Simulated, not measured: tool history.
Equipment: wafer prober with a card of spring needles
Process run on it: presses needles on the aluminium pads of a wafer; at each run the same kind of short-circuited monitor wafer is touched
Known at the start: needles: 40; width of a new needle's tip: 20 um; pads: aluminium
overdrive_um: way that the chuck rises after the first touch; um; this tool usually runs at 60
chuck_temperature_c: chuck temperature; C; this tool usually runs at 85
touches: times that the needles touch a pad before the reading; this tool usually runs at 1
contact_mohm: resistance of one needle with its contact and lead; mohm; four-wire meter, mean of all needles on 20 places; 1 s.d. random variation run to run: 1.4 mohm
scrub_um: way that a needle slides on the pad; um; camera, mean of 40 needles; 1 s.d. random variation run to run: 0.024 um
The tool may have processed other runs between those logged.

run 1 hour=0.0 | overdrive_um=60 chuck_temperature_c=85 touches=1 | contact_mohm=126 scrub_um=10.36
-- hour=11.5 tips cleaned on abrasive film
run 2 hour=18.3 | overdrive_um=60 chuck_temperature_c=85 touches=1 | contact_mohm=169 scrub_um=10.35
-- hour=23.0 tips cleaned on abrasive film
-- hour=33.9 tips cleaned on abrasive film
-- hour=45.1 tips cleaned on abrasive film
-- hour=56.6 tips cleaned on abrasive film
run 3 hour=61.5 | overdrive_um=60 chuck_temperature_c=85 touches=1 | contact_mohm=165 scrub_um=10.26
-- hour=66.1 tips cleaned on abrasive film
-- hour=76.8 tips cleaned on abrasive film
-- hour=86.0 tips cleaned on abrasive film
-- hour=97.5 tips cleaned on abrasive film
run 4 hour=105.7 | overdrive_um=60 chuck_temperature_c=85 touches=1 | contact_mohm=173 scrub_um=10.26
-- hour=108.1 tips cleaned on abrasive film
-- hour=119.6 tips cleaned on abrasive film
run 5 hour=125.3 | overdrive_um=60 chuck_temperature_c=85 touches=1 | contact_mohm=169 scrub_um=10.18
-- hour=130.0 tips cleaned on abrasive film
-- hour=140.5 tips cleaned on abrasive film
-- hour=151.0 tips cleaned on abrasive film
run 6 hour=151.0 | overdrive_um=60 chuck_temperature_c=85 touches=1 | contact_mohm=125 scrub_um=10.17
-- hour=162.3 tips cleaned on abrasive film
-- hour=173.5 tips cleaned on abrasive film
-- hour=176.1 height of the first contact set anew
-- hour=185.3 tips cleaned on abrasive film
run 7 hour=188.9 | overdrive_um=60 chuck_temperature_c=93 touches=1 | contact_mohm=161 scrub_um=9.91
-- hour=195.3 tips cleaned on abrasive film
-- hour=206.5 tips cleaned on abrasive film
-- hour=217.6 tips cleaned on abrasive film
-- hour=226.8 tips cleaned on abrasive film
run 8 hour=232.5 | overdrive_um=49 chuck_temperature_c=85 touches=1 | contact_mohm=201 scrub_um=7.97
-- hour=237.1 tips cleaned on abrasive film
-- hour=247.8 tips cleaned on abrasive film
run 9 hour=256.6 | overdrive_um=77 chuck_temperature_c=85 touches=1 | contact_mohm=154 scrub_um=12.86
-- hour=258.6 tips cleaned on abrasive film
-- hour=269.6 tips cleaned on abrasive film
-- hour=278.9 tips cleaned on abrasive film
-- hour=283.7 height of the first contact set anew, once more
-- hour=290.6 tips cleaned on abrasive film
run 10 hour=294.9 | overdrive_um=77 chuck_temperature_c=85 touches=1 | contact_mohm=143 scrub_um=13.54
-- hour=301.8 tips cleaned on abrasive film
-- hour=312.9 tips cleaned on abrasive film
run 11 hour=317.1 | overdrive_um=77 chuck_temperature_c=85 touches=1 | contact_mohm=143 scrub_um=13.53
-- hour=323.7 tips cleaned on abrasive film
-- hour=335.2 tips cleaned on abrasive film
-- hour=346.5 tips cleaned on abrasive film
run 12 hour=346.7 | overdrive_um=77 chuck_temperature_c=85 touches=1 | contact_mohm=120 scrub_um=13.51
-- hour=355.8 tips cleaned on abrasive film
-- hour=366.9 tips cleaned on abrasive film
-- hour=378.0 tips cleaned on abrasive film
run 13 hour=378.0 | overdrive_um=73 chuck_temperature_c=85 touches=1 | contact_mohm=122 scrub_um=12.69
-- hour=389.1 tips cleaned on abrasive film
run 14 hour=396.4 | overdrive_um=73 chuck_temperature_c=85 touches=1 | contact_mohm=152 scrub_um=12.74
-- hour=398.8 tips cleaned on abrasive film
-- hour=409.6 tips cleaned on abrasive film
-- hour=418.8 tips cleaned on abrasive film
-- hour=429.8 tips cleaned on abrasive film
run 15 hour=429.8 | overdrive_um=74 chuck_temperature_c=85 touches=2 | contact_mohm=120 scrub_um=12.87
-- hour=440.8 tips cleaned on abrasive film
-- hour=451.2 tips cleaned on abrasive film
run 16 hour=457.6 | overdrive_um=74 chuck_temperature_c=85 touches=2 | contact_mohm=139 scrub_um=12.86
-- hour=461.8 tips cleaned on abrasive film
-- hour=473.0 tips cleaned on abrasive film
-- hour=484.4 tips cleaned on abrasive film
-- hour=495.5 tips cleaned on abrasive film
run 17 hour=501.8 | overdrive_um=64 chuck_temperature_c=85 touches=2 | contact_mohm=146 scrub_um=11.03
-- hour=506.5 tips cleaned on abrasive film
-- hour=517.6 tips cleaned on abrasive film
run 18 hour=525.4 | overdrive_um=51 chuck_temperature_c=26 touches=3 | contact_mohm=143 scrub_um=8.72
-- hour=527.8 tips cleaned on abrasive film
-- hour=539.0 tips cleaned on abrasive film
run 19 hour=546.0 | overdrive_um=63 chuck_temperature_c=85 touches=2 | contact_mohm=150 scrub_um=10.83
-- hour=548.4 tips cleaned on abrasive film
-- hour=559.9 tips cleaned on abrasive film
run 20 hour=564.1 | overdrive_um=51 chuck_temperature_c=85 touches=1 | contact_mohm=187 scrub_um=8.69
-- hour=571.1 tips cleaned on abrasive film
-- hour=582.0 tips cleaned on abrasive film
-- hour=593.0 tips cleaned on abrasive film
run 21 hour=599.2 | overdrive_um=51 chuck_temperature_c=85 touches=1 | contact_mohm=195 scrub_um=8.66
-- hour=603.9 tips cleaned on abrasive film
-- hour=614.5 tips cleaned on abrasive film
-- hour=625.7 tips cleaned on abrasive film
-- hour=636.9 tips cleaned on abrasive film
run 22 hour=643.4 | overdrive_um=61 chuck_temperature_c=34 touches=1 | contact_mohm=168 scrub_um=10.38
-- hour=647.8 tips cleaned on abrasive film
-- hour=659.3 tips cleaned on abrasive film
-- hour=670.8 tips cleaned on abrasive film
-- hour=673.4 height of the first contact set anew
run 23 hour=675.4 | overdrive_um=61 chuck_temperature_c=34 touches=1 | contact_mohm=163 scrub_um=10.76
-- hour=681.6 tips cleaned on abrasive film
-- hour=692.9 tips cleaned on abrasive film
-- hour=704.4 tips cleaned on abrasive film
-- hour=715.3 tips cleaned on abrasive film
run 24 hour=715.3 | overdrive_um=64 chuck_temperature_c=43 touches=1 | contact_mohm=121 scrub_um=11.25
-- hour=726.5 tips cleaned on abrasive film
run 25 hour=734.6 | overdrive_um=60 chuck_temperature_c=85 touches=1 | contact_mohm=177 scrub_um=10.55
-- hour=737.0 tips cleaned on abrasive film
-- hour=747.6 tips cleaned on abrasive film
-- hour=756.8 tips cleaned on abrasive film
run 26 hour=758.8 | overdrive_um=69 chuck_temperature_c=95 touches=1 | contact_mohm=149 scrub_um=12.03
-- hour=768.0 tips cleaned on abrasive film
-- hour=779.1 tips cleaned on abrasive film
run 27 hour=783.9 | overdrive_um=49 chuck_temperature_c=85 touches=2 | contact_mohm=172 scrub_um=8.53
-- hour=788.5 tips cleaned on abrasive film
-- hour=799.8 tips cleaned on abrasive film
-- hour=810.8 tips cleaned on abrasive film
run 28 hour=812.0 | overdrive_um=46 chuck_temperature_c=85 touches=1 | contact_mohm=159 scrub_um=7.97

Alternative continuations, all from the tool just after run 28; predict every row:
-- hour=820.3 tips cleaned on abrasive film
-- hour=831.5 tips cleaned on abrasive film
-- hour=841.6 tips cleaned on abrasive film
run A hour=841.6 | overdrive_um=46 chuck_temperature_c=85 touches=1 | contact_mohm=? scrub_um=?
-- hour=820.3 tips cleaned on abrasive film
-- hour=831.5 tips cleaned on abrasive film
-- hour=841.6 tips cleaned on abrasive film
run B hour=841.6 | overdrive_um=46 chuck_temperature_c=61 touches=2 | contact_mohm=? scrub_um=?
-- hour=820.3 tips cleaned on abrasive film
-- hour=831.5 tips cleaned on abrasive film
-- hour=841.6 tips cleaned on abrasive film
run C hour=841.6 | overdrive_um=63 chuck_temperature_c=35 touches=2 | contact_mohm=? scrub_um=?
-- hour=820.3 tips cleaned on abrasive film
-- hour=831.5 tips cleaned on abrasive film
-- hour=841.6 tips cleaned on abrasive film
run D hour=841.6 | overdrive_um=42 chuck_temperature_c=76 touches=1 | contact_mohm=? scrub_um=?

run=A contact_mohm=141 scrub_um=7.94
run=B contact_mohm=135 scrub_um=7.91
run=C contact_mohm=119 scrub_um=10.94
run=D contact_mohm=144 scrub_um=7.25
Stripped of hidden state, with their random variation kept, the same runs would have yielded:
run=A contact_mohm=124 scrub_um=8.12
run=B contact_mohm=122 scrub_um=8.08
run=C contact_mohm=111 scrub_um=11.11
run=D contact_mohm=125 scrub_um=7.43
